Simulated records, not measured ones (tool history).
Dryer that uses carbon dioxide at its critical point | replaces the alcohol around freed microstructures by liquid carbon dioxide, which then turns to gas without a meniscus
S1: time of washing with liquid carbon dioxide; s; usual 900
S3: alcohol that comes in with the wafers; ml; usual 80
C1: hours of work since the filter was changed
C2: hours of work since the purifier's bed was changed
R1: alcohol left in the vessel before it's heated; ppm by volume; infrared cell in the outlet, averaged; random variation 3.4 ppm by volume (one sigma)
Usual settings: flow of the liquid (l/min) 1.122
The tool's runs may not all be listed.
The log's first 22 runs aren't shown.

run 23 day=33.075 | S1=840 flow_of_the_liquid_(l/min)=1.122 S3=80 | C1=339 C2=63 | R1=55
run 24 day=34.558 | S1=840 flow_of_the_liquid_(l/min)=1.122 S3=80 | C1=367 C2=90 | R1=47
run 25 day=36.354 | S1=900 flow_of_the_liquid_(l/min)=0.77 S3=25 | C1=400 C2=123 | R1=81
run 26 day=38.217 | S1=1020 flow_of_the_liquid_(l/min)=0.7 S3=63 | C1=434 C2=158 | R1=178
run 27 day=39.062 | S1=900 flow_of_the_liquid_(l/min)=1.5 S3=113 | C1=450 C2=173 | R1=25
run 28 day=39.875 | S1=660 flow_of_the_liquid_(l/min)=1.5 S3=113 | C1=464 C2=188 | R1=72
run 29 day=40.788 | S1=660 flow_of_the_liquid_(l/min)=1.122 S3=38 | C1=481 C2=205 | R1=119
run 30 day=41.696 | S1=660 flow_of_the_liquid_(l/min)=1.122 S3=38 | C1=498 C2=222 | R1=114
run 31 day=42.808 | S1=600 flow_of_the_liquid_(l/min)=1.122 S3=80 | C1=518 C2=242 | R1=368
run 32 day=43.846 | S1=960 flow_of_the_liquid_(l/min)=1.54 S3=39 | C1=538 C2=261 | R1=26
run 33 day=45.208 | S1=780 flow_of_the_liquid_(l/min)=1.122 S3=80 | C1=563 C2=286 | R1=116
run 34 day=47.042 | S1=900 flow_of_the_liquid_(l/min)=1.122 S3=109 | C1=596 C2=320 | R1=76
-- day=47.258 inlet filter changed
run 35 day=48.325 | S1=780 flow_of_the_liquid_(l/min)=1 S3=111 | C1=20 C2=343 | R1=148
run 36 day=50.062 | S1=780 flow_of_the_liquid_(l/min)=1.3 S3=22 | C1=52 C2=375 | R1=33
run 37 day=50.921 | S1=780 flow_of_the_liquid_(l/min)=1.3 S3=105 | C1=67 C2=391 | R1=49
run 38 day=51.742 | S1=960 flow_of_the_liquid_(l/min)=0.74 S3=80 | C1=82 C2=406 | R1=177
run 39 day=53.333 | S1=960 flow_of_the_liquid_(l/min)=0.74 S3=80 | C1=112 C2=435 | R1=186
run 40 day=55.238 | S1=960 flow_of_the_liquid_(l/min)=0.74 S3=80 | C1=147 C2=470 | R1=188
run 41 day=56.562 | S1=1260 flow_of_the_liquid_(l/min)=1.89 S3=80 | C1=171 C2=494 | R1=33
run 42 day=57.421 | S1=1260 flow_of_the_liquid_(l/min)=0.69 S3=20 | C1=187 C2=510 | R1=49
run 43 day=58.95 | S1=1260 flow_of_the_liquid_(l/min)=0.69 S3=20 | C1=215 C2=538 | R1=54
run 44 day=60.125 | S1=660 flow_of_the_liquid_(l/min)=1.122 S3=80 | C1=237 C2=560 | R1=190
run 45 day=61.346 | S1=960 flow_of_the_liquid_(l/min)=0.82 S3=70 | C1=259 C2=582 | R1=127
run 46 day=62.65 | S1=960 flow_of_the_liquid_(l/min)=0.82 S3=70 | C1=283 C2=606 | R1=130
run 47 day=64.254 | S1=960 flow_of_the_liquid_(l/min)=1.1 S3=61 | C1=313 C2=636 | R1=57

3 ways to go on from here, each from the tool as it stands after run 47. What would each give?
run A day=65.146 | S1=900 flow_of_the_liquid_(l/min)=1.23 S3=117 | C1=329 C2=652 | R1=?
run B day=65.146 | S1=900 flow_of_the_liquid_(l/min)=1.32 S3=80 | C1=329 C2=652 | R1=?
run C day=65.146 | S1=1020 flow_of_the_liquid_(l/min)=1.88 S3=43 | C1=329 C2=652 | R1=?

run=A R1=63
run=B R1=55
run=C R1=46
Without the tool's hidden state the same runs would have given:
run=A R1=12
run=B R1=10
run=C R1=3
